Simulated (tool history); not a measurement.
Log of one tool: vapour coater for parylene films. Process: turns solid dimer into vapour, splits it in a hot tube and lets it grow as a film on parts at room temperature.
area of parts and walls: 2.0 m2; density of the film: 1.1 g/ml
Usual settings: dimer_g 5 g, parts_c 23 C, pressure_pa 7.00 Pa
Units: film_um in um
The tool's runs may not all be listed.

run,hour,dimer_g,parts_c,pressure_pa,film_um
1,0.0,5,23,7.00,1.301
2,25.4,4,23,7.00,1.063
3,46.0,4,23,7.00,1.052
4,83.5,5,23,7.00,1.330
5,110.4,5,23,7.00,1.320
6,129.9,5,23,4.64,1.379
7,162.0,5,23,4.64,1.383
8,200.1,5,17,7.00,1.567
9,228.2,5,23,7.00,1.332
10,254.2,5,23,7.00,1.342
# hour 261.2: trap's valve overhauled
11,294.1,5,23,7.00,1.347
12,319.3,5,23,7.00,1.357
13,354.7,5,23,7.00,1.351
# hour 379.3: gauge calibrated
14,382.3,5,23,7.00,1.302
15,409.6,5,23,7.15,1.319
16,431.6,5,23,7.15,1.307
17,460.1,8,23,7.15,2.110
18,488.2,3,23,7.00,0.816
19,513.6,5,23,7.00,1.338
20,532.8,5,23,7.00,1.337
21,553.6,5,23,7.00,1.334
22,584.0,5,23,4.04,1.395
23,603.2,5,21,7.00,1.418
24,624.9,8,21,2.91,2.428
25,648.9,8,21,2.91,2.430
26,683.0,8,21,2.91,2.452

Forecast run 27:
27,721.2,8,21,2.91,?

Run 27 gave film_um 2.448 um.
Without the tool's hidden state the same run would have given film_um 2.391 um.

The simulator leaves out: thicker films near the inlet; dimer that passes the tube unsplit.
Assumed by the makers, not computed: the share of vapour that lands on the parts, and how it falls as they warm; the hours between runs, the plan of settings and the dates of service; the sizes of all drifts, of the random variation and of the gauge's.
